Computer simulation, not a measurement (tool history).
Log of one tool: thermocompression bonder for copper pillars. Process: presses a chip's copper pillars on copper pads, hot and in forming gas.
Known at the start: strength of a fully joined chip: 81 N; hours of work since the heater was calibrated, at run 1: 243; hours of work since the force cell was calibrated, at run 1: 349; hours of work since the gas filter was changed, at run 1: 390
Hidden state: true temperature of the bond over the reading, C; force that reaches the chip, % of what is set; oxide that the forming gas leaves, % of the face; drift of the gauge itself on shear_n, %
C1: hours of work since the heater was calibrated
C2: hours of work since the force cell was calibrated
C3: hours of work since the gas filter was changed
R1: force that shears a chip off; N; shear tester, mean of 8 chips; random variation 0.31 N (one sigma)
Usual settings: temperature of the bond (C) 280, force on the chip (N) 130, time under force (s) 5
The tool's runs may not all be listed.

Run 1, hour 0.0: usual settings; C1 243; C2 349; C3 390. Result: R1 53.8 N.
Run 2, hour 41.8: usual settings; C1 262; C2 368; C3 409. Result: R1 54.1 N.
Run 3, hour 107.2: usual settings; C1 293; C2 398; C3 439. Result: R1 54.2 N.
Run 4, hour 156.5: usual settings but temperature of the bond (C) 309; C1 315; C2 421; C3 462. Result: R1 68.6 N.
At hour 199.3: forming gas filter changed.
Run 5, hour 200.1: usual settings but temperature of the bond (C) 309; C1 335; C2 440; C3 0. Result: R1 69.6 N.
Run 6, hour 261.7: usual settings; C1 363; C2 469; C3 29. Result: R1 54.5 N.
Run 7, hour 334.1: usual settings; C1 397; C2 502; C3 62. Result: R1 54.4 N.
Run 8, hour 409.3: usual settings; C1 431; C2 537; C3 97. Result: R1 54.8 N.
Run 9, hour 492.2: usual settings; C1 469; C2 575; C3 135. Result: R1 55.1 N.
Run 10, hour 539.0: usual settings; C1 491; C2 596; C3 156. Result: R1 54.3 N.
Run 11, hour 581.0: usual settings; C1 510; C2 616; C3 176. Result: R1 54.9 N.
Run 12, hour 617.4: usual settings; C1 527; C2 632; C3 192. Result: R1 54.9 N.
At hour 624.8: heater calibrated with a thermocouple chip.
Run 13, hour 675.3: usual settings; C1 23; C2 658; C3 218. Result: R1 55.0 N.
Run 14, hour 754.8: usual settings; C1 60; C2 695; C3 255. Result: R1 55.4 N.
Run 15, hour 813.9: usual settings; C1 87; C2 722; C3 282. Result: R1 54.9 N.
Run 16, hour 873.5: usual settings but force on the chip (N) 117; C1 114; C2 749; C3 309. Result: R1 53.3 N.
At hour 896.7: force cell calibrated.
Run 17, hour 957.9: usual settings but temperature of the bond (C) 262, force on the chip (N) 117; C1 153; C2 28; C3 347. Result: R1 41.8 N.
Run 18, hour 1020.2: usual settings but temperature of the bond (C) 262, force on the chip (N) 168; C1 181; C2 57; C3 376. Result: R1 49.6 N.
Run 19, hour 1070.9: usual settings but time under force (s) 13; C1 205; C2 80; C3 399. Result: R1 68.9 N.
Run 20, hour 1152.7: usual settings but time under force (s) 13; C1 242; C2 118; C3 437. Result: R1 68.3 N.
Run 21, hour 1239.7: usual settings but temperature of the bond (C) 282, force on the chip (N) 122; C1 282; C2 158; C3 477. Result: R1 55.2 N.
At hour 1247.5: forming gas filter changed.
Run 22, hour 1305.0: usual settings but temperature of the bond (C) 277, force on the chip (N) 122; C1 312; C2 188; C3 26. Result: R1 52.2 N.
Run 23, hour 1365.1: usual settings but temperature of the bond (C) 277, force on the chip (N) 122; C1 340; C2 215; C3 54. Result: R1 51.6 N.
Run 24, hour 1406.4: usual settings but temperature of the bond (C) 268, force on the chip (N) 98; C1 359; C2 234; C3 73. Result: R1 42.6 N.
Run 25, hour 1493.8: usual settings but temperature of the bond (C) 268, force on the chip (N) 113; C1 399; C2 274; C3 113. Result: R1 45.2 N.
Run 26, hour 1535.8: usual settings but force on the chip (N) 169, time under force (s) 6; C1 418; C2 294; C3 133. Result: R1 63.8 N.
At hour 1606.6: gauge calibrated.
Run 27, hour 1608.3: usual settings but force on the chip (N) 117, time under force (s) 6; C1 452; C2 327; C3 166. Result: R1 54.9 N.
Run 28, hour 1695.7: usual settings but temperature of the bond (C) 269; C1 492; C2 367; C3 206. Result: R1 47.9 N.
At hour 1781.7: heater calibrated with a thermocouple chip.
Run 29, hour 1781.7: usual settings but temperature of the bond (C) 269, force on the chip (N) 97, time under force (s) 9; C1 0; C2 406; C3 245. Result: R1 50.3 N.
Run 30, hour 1819.4: usual settings but temperature of the bond (C) 269, force on the chip (N) 97, time under force (s) 9; C1 17; C2 423; C3 262. Result: R1 50.6 N.
Run 31, hour 1904.0: usual settings but temperature of the bond (C) 269, force on the chip (N) 97, time under force (s) 9; C1 56; C2 462; C3 301. Result: R1 50.0 N.
Run 32, hour 1987.8: usual settings but temperature of the bond (C) 269, force on the chip (N) 97, time under force (s) 9; C1 95; C2 501; C3 340. Result: R1 50.2 N.
Run 33, hour 2067.6: usual settings but temperature of the bond (C) 269, force on the chip (N) 97, time under force (s) 9; C1 132; C2 538; C3 376. Result: R1 50.6 N.
Run 34, hour 2145.9: usual settings but temperature of the bond (C) 261, force on the chip (N) 97, time under force (s) 6; C1 168; C2 574; C3 412. Result: R1 40.0 N.
Run 35, hour 2190.0: usual settings but temperature of the bond (C) 270, force on the chip (N) 165; C1 188; C2 594; C3 433. Result: R1 53.2 N.
Run 36, hour 2254.3: usual settings but temperature of the bond (C) 270, force on the chip (N) 165; C1 217; C2 623; C3 462. Result: R1 53.6 N.
At hour 2296.8: forming gas filter changed.
Run 37, hour 2309.6: usual settings but temperature of the bond (C) 254, force on the chip (N) 187, time under force (s) 7; C1 243; C2 649; C3 6. Result: R1 51.0 N.
Run 38, hour 2388.1: usual settings but temperature of the bond (C) 262, time under force (s) 8; C1 279; C2 685; C3 42. Result: R1 51.4 N.
Run 39, hour 2451.6: usual settings but temperature of the bond (C) 289, force on the chip (N) 81, time under force (s) 6; C1 308; C2 714; C3 71. Result: R1 53.4 N.
Run 40, hour 2525.8: usual settings but temperature of the bond (C) 289, force on the chip (N) 81, time under force (s) 6; C1 342; C2 748; C3 105. Result: R1 53.2 N.

3 ways to go on from here, each from the tool as it stands after run 40. What would each give?
At hour 2551.9: force cell calibrated.
Run A, hour 2598.4: usual settings but temperature of the bond (C) 289, force on the chip (N) 167, time under force (s) 3; C1 375; C2 21; C3 138. Result: R1 ?.
At hour 2551.9: force cell calibrated.
Run B, hour 2598.4: usual settings but temperature of the bond (C) 251, force on the chip (N) 111, time under force (s) 4; C1 375; C2 21; C3 138. Result: R1 ?.
At hour 2551.9: force cell calibrated.
Run C, hour 2598.4: usual settings but temperature of the bond (C) 301, force on the chip (N) 128, time under force (s) 3; C1 375; C2 21; C3 138. Result: R1 ?.

run    R1
  A  58.4
  B  31.1
  C  58.9
Without the tool's hidden state the same runs would have given:
run    R1
  A  57.3
  B  30.5
  C  57.9
